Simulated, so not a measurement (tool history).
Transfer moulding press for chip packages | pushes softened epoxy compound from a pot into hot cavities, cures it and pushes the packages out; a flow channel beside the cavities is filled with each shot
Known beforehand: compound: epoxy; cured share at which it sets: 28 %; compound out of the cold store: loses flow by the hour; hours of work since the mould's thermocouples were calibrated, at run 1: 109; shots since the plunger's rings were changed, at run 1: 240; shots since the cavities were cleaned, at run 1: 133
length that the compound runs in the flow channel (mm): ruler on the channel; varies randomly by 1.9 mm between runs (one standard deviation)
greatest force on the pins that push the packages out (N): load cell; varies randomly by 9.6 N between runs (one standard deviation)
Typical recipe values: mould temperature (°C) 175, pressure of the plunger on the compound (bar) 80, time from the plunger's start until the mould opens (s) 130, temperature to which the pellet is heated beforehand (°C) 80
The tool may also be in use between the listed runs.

run     day  mould temperature (°C)  pressure of the plunger on the compound (bar)  time from the plunger's start until the mould opens (s)  temperature to which the pellet is heated beforehand (°C)  hours of work since the mould's thermocouples were calibrated  shots since the plunger's rings were changed  shots since the cavities were cleaned  incoming compound's hours out of the cold store  length that the compound runs in the flow channel (mm)  greatest force on the pins that push the packages out (N)
  1       0                     175                                             80                                                      130                                                         80                                                            109                                           240                                    133                                             11.8                                                     742                                                        581
  2   0.496                     175                                             80                                                      121                                                         80                                                            116                                           344                                    237                                             19.5                                                     702                                                        706
  3   0.904                     175                                             80                                                      121                                                         80                                                            121                                           429                                    322                                             31.3                                                     651                                                        722
  4   1.262                     171                                             80                                                      130                                                         80                                                            126                                           504                                    397                                             30.2                                                     661                                                        884
      1.483  -- cavities cleaned with cleaning compound and waxed
  5   1.883                     171                                             80                                                      130                                                         80                                                            134                                           621                                     84                                             21.3                                                     699                                                        655
  6   2.467                     171                                             80                                                      130                                                         80                                                            142                                           743                                    206                                             41.8                                                     614                                                        691
  7   3.154                     171                                             80                                                      130                                                         80                                                            151                                           888                                    351                                             45.2                                                     597                                                        789
        3.6  -- cavities cleaned with cleaning compound and waxed
  8   3.662                     171                                             80                                                      130                                                         80                                                            157                                           981                                     13                                             16.5                                                     725                                                        613
  9   4.225                     171                                             80                                                      130                                                         80                                                            165                                          1098                                    130                                             18.9                                                     715                                                        681
 10   4.958                     171                                             80                                                      130                                                         80                                                            175                                          1252                                    284                                             18.4                                                     712                                                        789
 11   5.567                     171                                             80                                                      130                                                         80                                                            184                                          1380                                    412                                             19.3                                                     709                                                        895
      5.704  -- cavities cleaned with cleaning compound and waxed
 12   6.225                     179                                             80                                                      130                                                         80                                                            192                                          1504                                    108                                             23.7                                                     662                                                        471
 13   7.029                     179                                             80                                                      130                                                         80                                                            203                                          1673                                    277                                             38.6                                                     601                                                        595
       7.85  -- cavities cleaned with cleaning compound and waxed
 14    7.85                     175                                           94.6                                                      130                                                         80                                                            213                                          1832                                      0                                             15.6                                                     770                                                        456
 15   8.325                     175                                             80                                                      130                                                         80                                                            220                                          1931                                     99                                             12.5                                                     726                                                        531
 16   9.008                     178                                             80                                                      119                                                         71                                                            229                                          2074                                    242                                             25.4                                                     655                                                        609
 17   9.812                     178                                           82.2                                                      119                                                         71                                                            240                                          2242                                    410                                             30.7                                                     641                                                        697
      9.971  -- cavities cleaned with cleaning compound and waxed
 18  10.625                     178                                           82.2                                                      119                                                         71                                                            250                                          2400                                    137                                             21.6                                                     679                                                        552
     10.762  -- mould's thermocouples calibrated
 19  11.329                     176                                             93                                                      125                                                         80                                                              8                                          2530                                    267                                             46.4                                                     617                                                        638
 20  11.704                     176                                             93                                                      125                                                         80                                                             13                                          2608                                    345                                             41.5                                                     639                                                        664
     12.179  -- cavities cleaned with cleaning compound and waxed
 21  12.192                     175                                           72.5                                                      128                                                         80                                                             19                                          2698                                      3                                             18.9                                                     658                                                        495
     12.662  -- plunger's sealing rings changed
     12.904  -- mould's thermocouples calibrated, once more
 22  12.921                     180                                           66.3                                                      154                                                         73                                                              0                                            37                                    116                                             38.4                                                     554                                                        455
 23  13.642                     175                                           63.2                                                      120                                                         80                                                             10                                           188                                    267                                             13.2                                                     647                                                        715
 24  14.088                     174                                             80                                                      130                                                         80                                                             16                                           281                                    360                                             47.9                                                     583                                                        659
     14.508  -- cavities cleaned with cleaning compound and waxed
 25  14.646                     175                                             80                                                      126                                                         70                                                             23                                           385                                     28                                             28.8                                                     659                                                        503
 26  15.138                     174                                             92                                                      132                                                         72                                                             30                                           488                                    131                                             27.5                                                     715                                                        565
 27    15.8                     174                                             92                                                      132                                                         72                                                             39                                           627                                    270                                             24.5                                                     727                                                        639
 28  16.158                     175                                             80                                                      130                                                         76                                                             44                                           702                                    345                                             21.2                                                     690                                                        688
     16.633  -- cavities cleaned with cleaning compound and waxed
 29  16.779                     182                                           93.8                                                      130                                                         83                                                             52                                           819                                     30                                             25.2                                                     708                                                        401

How the hidden state differs across the entries between the runs, from the last listed run before each to the first after it:
Runs 4 to 5: cavities cleaned with cleaning compound and waxed (day 1.483)
  true mould temperature over the reading, C: 0.06 -> 0.05; pressure that reaches the compound, % of what is set: 99.06 -> 98.85; grip of the stained cavities, % over clean ones': 58.7 -> 15.6
  measured less the result without the state, length that the compound runs in the flow channel (mm): -4 -> -5; greatest force on the pins that push the packages out (N): +326 -> +87
Runs 7 to 8: cavities cleaned with cleaning compound and waxed (day 3.6)
  true mould temperature over the reading, C: 0.02 -> 0.01; pressure that reaches the compound, % of what is set: 98.32 -> 98.16; grip of the stained cavities, % over clean ones': 51 -> 4.2
  measured less the result without the state, length that the compound runs in the flow channel (mm): -5 -> -6; greatest force on the pins that push the packages out (N): +268 -> +24
Runs 11 to 12: cavities cleaned with cleaning compound and waxed (day 5.704)
  true mould temperature over the reading, C: -0.04 -> -0.05; pressure that reaches the compound, % of what is set: 97.45 -> 97.22; grip of the stained cavities, % over clean ones': 57.4 -> 21.8
  measured less the result without the state, length that the compound runs in the flow channel (mm): -9 -> -10; greatest force on the pins that push the packages out (N): +329 -> +86
Runs 13 to 14: cavities cleaned with cleaning compound and waxed (day 7.85)
  true mould temperature over the reading, C: -0.07 -> -0.09; pressure that reaches the compound, % of what is set: 96.9 -> 96.6; grip of the stained cavities, % over clean ones': 44.4 -> 1.6
  measured less the result without the state, length that the compound runs in the flow channel (mm): -9 -> -13; greatest force on the pins that push the packages out (N): +184 -> +9
Runs 17 to 18: cavities cleaned with cleaning compound and waxed (day 9.971)
  true mould temperature over the reading, C: -0.14 -> -0.16; pressure that reaches the compound, % of what is set: 95.87 -> 95.59; grip of the stained cavities, % over clean ones': 57 -> 24
  measured less the result without the state, length that the compound runs in the flow channel (mm): -13 -> -15; greatest force on the pins that push the packages out (N): +255 -> +109
Runs 18 to 19: mould's thermocouples calibrated (day 10.762)
  true mould temperature over the reading, C: -0.16 -> -0.27; pressure that reaches the compound, % of what is set: 95.59 -> 95.38; grip of the stained cavities, % over clean ones': 24 -> 40.9
  measured less the result without the state, length that the compound runs in the flow channel (mm): -15 -> -14; greatest force on the pins that push the packages out (N): +109 -> +190
Runs 20 to 21: cavities cleaned with cleaning compound and waxed (day 12.179)
  true mould temperature over the reading, C: -0.28 -> -0.29; pressure that reaches the compound, % of what is set: 95.21 -> 95.04; grip of the stained cavities, % over clean ones': 50.2 -> 2.2
  measured less the result without the state, length that the compound runs in the flow channel (mm): -15 -> -16; greatest force on the pins that push the packages out (N): +227 -> +17
Runs 21 to 22: plunger's sealing rings changed (day 12.662); mould's thermocouples calibrated, once more (day 12.904)
  true mould temperature over the reading, C: -0.29 -> 0.32; pressure that reaches the compound, % of what is set: 95.04 -> 99.72; grip of the stained cavities, % over clean ones': 2.2 -> 20.5
  measured less the result without the state, length that the compound runs in the flow channel (mm): -16 -> -1; greatest force on the pins that push the packages out (N): +17 -> +77
Runs 24 to 25: cavities cleaned with cleaning compound and waxed (day 14.508)
  true mould temperature over the reading, C: 0.3 -> 0.28; pressure that reaches the compound, % of what is set: 99.31 -> 99.13; grip of the stained cavities, % over clean ones': 52 -> 6.8
  measured less the result without the state, length that the compound runs in the flow channel (mm): -3 -> -4; greatest force on the pins that push the packages out (N): +223 -> +26
Runs 28 to 29: cavities cleaned with cleaning compound and waxed (day 16.633)
  true mould temperature over the reading, C: 0.25 -> 0.23; pressure that reaches the compound, % of what is set: 98.58 -> 98.38; grip of the stained cavities, % over clean ones': 49 -> 7.9
  measured less the result without the state, length that the compound runs in the flow channel (mm): -6 -> -7; greatest force on the pins that push the packages out (N): +221 -> +29

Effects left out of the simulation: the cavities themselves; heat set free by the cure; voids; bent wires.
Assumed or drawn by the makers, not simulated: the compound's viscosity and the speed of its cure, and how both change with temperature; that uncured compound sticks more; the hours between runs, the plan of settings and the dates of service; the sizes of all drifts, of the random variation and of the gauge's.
